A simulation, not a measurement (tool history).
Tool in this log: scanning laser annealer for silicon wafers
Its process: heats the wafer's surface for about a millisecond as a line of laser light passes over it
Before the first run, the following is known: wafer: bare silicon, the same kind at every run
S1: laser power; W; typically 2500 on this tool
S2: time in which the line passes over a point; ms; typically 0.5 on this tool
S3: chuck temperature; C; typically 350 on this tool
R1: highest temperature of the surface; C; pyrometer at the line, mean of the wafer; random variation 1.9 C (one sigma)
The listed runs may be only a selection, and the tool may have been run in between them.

run	day	S1	S2	S3	R1
1	0	2500	0.5	350	1150
2	1.229	2500	0.5	350	1149
3	3.438	2500	0.5	350	1148
4	5.2	2500	0.5	350	1143
5	7.404	2500	0.5	350	1141
6	8.588	2500	0.5	350	1142
7	9.779	2500	0.5	350	1143
8	11.754	2500	0.5	350	1140
9	13.412	2500	0.5	350	1136
10	15.662	2500	0.5	350	1136
11	17.029	2500	0.5	350	1133
12	18.375	2500	0.5	350	1128
13	19.654	2150	0.5	366	1015
14	20.592	2391	0.367	335	960
15	22.133	2391	0.367	335	963
16	24.133	2716	0.367	386	1121
17	25.825	2724	0.611	346	1300
18	27.3	2724	0.611	346	1296

For run 19, what comes out?
19	29.175	2724	0.353	346	?

Run 19 produced R1 1065 C.
With no hidden state in the tool, this same run would have given R1 1120 C.
